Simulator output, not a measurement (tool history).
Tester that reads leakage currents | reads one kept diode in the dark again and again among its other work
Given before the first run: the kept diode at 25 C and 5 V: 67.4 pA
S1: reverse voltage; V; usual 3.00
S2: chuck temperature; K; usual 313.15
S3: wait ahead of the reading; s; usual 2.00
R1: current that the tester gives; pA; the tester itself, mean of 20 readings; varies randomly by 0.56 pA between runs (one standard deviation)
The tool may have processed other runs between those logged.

run 1 day=0.000 | S1=3.00 S2=313.15 S3=2.00 | R1=213.38
run 2 day=1.042 | S1=3.00 S2=313.15 S3=2.00 | R1=211.79
run 3 day=2.192 | S1=3.00 S2=313.15 S3=2.00 | R1=213.34
run 4 day=3.842 | S1=3.00 S2=313.15 S3=2.00 | R1=215.30
run 5 day=5.271 | S1=3.00 S2=313.15 S3=2.00 | R1=215.33
run 6 day=6.471 | S1=3.00 S2=313.15 S3=2.00 | R1=215.59
run 7 day=7.567 | S1=3.00 S2=299.15 S3=2.00 | R1=68.08
run 8 day=9.383 | S1=3.00 S2=299.15 S3=2.00 | R1=68.26
run 9 day=11.325 | S1=6.65 S2=313.15 S3=2.00 | R1=336.49
run 10 day=12.850 | S1=6.65 S2=313.15 S3=2.00 | R1=337.41
run 11 day=14.096 | S1=6.65 S2=313.15 S3=2.00 | R1=339.44
run 12 day=15.458 | S1=6.65 S2=313.15 S3=2.00 | R1=339.23
run 13 day=16.867 | S1=6.65 S2=313.15 S3=2.00 | R1=342.52
run 14 day=18.396 | S1=6.65 S2=313.15 S3=2.00 | R1=342.24
run 15 day=20.062 | S1=6.65 S2=313.15 S3=2.00 | R1=294.18
run 16 day=20.912 | S1=10.09 S2=313.15 S3=2.00 | R1=367.32
run 17 day=22.188 | S1=10.09 S2=313.15 S3=2.00 | R1=368.68
run 18 day=23.129 | S1=10.09 S2=313.15 S3=2.00 | R1=371.51
run 19 day=24.321 | S1=10.09 S2=318.15 S3=2.00 | R1=548.46
run 20 day=26.179 | S1=10.09 S2=318.15 S3=2.00 | R1=555.52
run 21 day=27.296 | S1=3.00 S2=313.15 S3=5.17 | R1=193.25
run 22 day=29.021 | S1=3.00 S2=313.15 S3=5.17 | R1=194.83
run 23 day=29.938 | S1=3.00 S2=313.15 S3=5.17 | R1=194.27
run 24 day=31.729 | S1=3.00 S2=313.15 S3=4.57 | R1=194.47
run 25 day=33.062 | S1=18.66 S2=325.15 S3=4.57 | R1=1335.72
run 26 day=34.717 | S1=1.10 S2=299.15 S3=2.00 | R1=35.70
run 27 day=35.679 | S1=1.10 S2=299.15 S3=2.00 | R1=35.87
run 28 day=37.254 | S1=2.73 S2=313.15 S3=1.20 | R1=189.46
run 29 day=38.375 | S1=4.60 S2=294.15 S3=1.20 | R1=52.82
run 30 day=39.579 | S1=10.11 S2=324.15 S3=0.36 | R1=917.28
run 31 day=40.538 | S1=8.23 S2=302.15 S3=2.00 | R1=141.58
run 32 day=42.412 | S1=9.45 S2=294.15 S3=1.89 | R1=80.55
run 33 day=43.471 | S1=3.00 S2=326.15 S3=2.94 | R1=554.26
run 34 day=44.758 | S1=6.01 S2=326.15 S3=1.00 | R1=803.85
run 35 day=46.125 | S1=6.01 S2=326.15 S3=1.00 | R1=809.88
run 36 day=47.608 | S1=14.43 S2=317.15 S3=2.00 | R1=646.65
run 37 day=48.646 | S1=8.16 S2=330.15 S3=2.00 | R1=1272.65
run 38 day=49.808 | S1=2.13 S2=313.15 S3=2.00 | R1=169.03
run 39 day=51.083 | S1=2.13 S2=313.15 S3=2.00 | R1=167.81

The log once held 2 entries between its listed runs, left out of this copy. Where does each go, and what is different about the tool's unlogged condition between the listed run before it and the listed run after it?
Logged between run 14 and run 15: chuck's temperature calibrated (day 18.912)
  stray current of the dirty probe card, pA a volt: 0.582 -> 0.6; current scale over the true one, %: 1.31 -> 1.33; true chuck temperature over the reading, C: 1.96 -> -0.03
  measured less the result without the state, R1: +57.24 -> +7.15 pA
Logged between run 35 and run 36: tester calibrated (day 46.904)
  stray current of the dirty probe card, pA a volt: 0.896 -> 0.912; current scale over the true one, %: 1.63 -> -0.01; true chuck temperature over the reading, C: 0.73 -> 0.77
  measured less the result without the state, R1: +60.36 -> +50.37 pA

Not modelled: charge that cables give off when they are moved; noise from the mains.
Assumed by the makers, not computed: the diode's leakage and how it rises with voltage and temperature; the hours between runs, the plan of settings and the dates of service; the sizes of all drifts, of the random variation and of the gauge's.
